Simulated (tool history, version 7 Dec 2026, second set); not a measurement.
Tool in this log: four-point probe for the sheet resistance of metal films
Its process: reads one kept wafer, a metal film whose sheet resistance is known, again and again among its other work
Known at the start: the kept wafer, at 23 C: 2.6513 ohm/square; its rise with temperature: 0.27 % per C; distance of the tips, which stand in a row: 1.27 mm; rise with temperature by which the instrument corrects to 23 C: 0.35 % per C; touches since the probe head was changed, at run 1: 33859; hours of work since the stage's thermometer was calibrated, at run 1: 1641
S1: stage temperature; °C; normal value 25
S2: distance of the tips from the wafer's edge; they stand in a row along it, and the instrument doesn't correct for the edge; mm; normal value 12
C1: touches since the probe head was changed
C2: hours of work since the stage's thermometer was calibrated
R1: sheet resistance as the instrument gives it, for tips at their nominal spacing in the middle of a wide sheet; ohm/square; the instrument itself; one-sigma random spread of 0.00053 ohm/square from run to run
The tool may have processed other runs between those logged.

run      day  S1  S2      C1    C2        R1
  1        0  25  12   33859  1641   2.66728
  2    4.804  24  12   41996  1731  2.668727
  3   10.296  25  12   51295  1835  2.664032
  4   12.721  25  12   55398  1880  2.663977
  5   16.604  25  12   61974  1953  2.663412
  6   20.558  19  12   68671  2028  2.674083
  7   23.112  19  12   72997  2076  2.672486
      25.671  -- stage's thermometer calibrated
  8   26.362  19  12   78464    13  2.670788
  9   30.108  19  12   84805    84  2.670064
 10   33.629  25  12   90766   150  2.656634
 11   36.733  25  12   96021   208  2.656188
 12   39.242  25  12  100270   256  2.654727
 13   43.162  25   9  106907   329  2.665946
 14   47.804  25   9  114769   417  2.665617
 15   51.342  25   9  120761   483  2.664112
 16   54.808  25  41  126628   549  2.636607
      57.646  -- stage's thermometer calibrated, once more
 17   59.154  25  41  133955    28  2.644016
 18   63.812  20  59  141840   116  2.650971
 19   68.446  20  59  149687   203    2.6511
 20   70.967  22  59  153952   251   2.64509
 21   73.792  20  61  158741   304  2.649373
      78.538  -- new probe head fitted
 22   79.104  19  36     961   403  2.657142
 23   83.317  19   5    8094   483  2.743491
 24   87.158  19  12   14598   555  2.668601
 25   89.704  25  16   18911   603  2.649453
 26   94.908  30  55   27723   701  2.629966
 27   99.967  30  61   36287   796  2.628126
 28    102.9  24  18   41255   851  2.645668
 29  106.129  21  21   46717   912  2.649105
 30  109.512  22   5   52447   976  2.730196
 31  113.017  20  11   58381  1042  2.663332
 32  117.592  22  25   66132  1128   2.64251

Run 33 comes next. What will it give?
 33  122.592  26  44  74595  1222   ?

Run 33 produced R1 2.630468 ohm/square.
Had the tool carried no hidden state, the very same run would have given R1 2.646225 ohm/square.
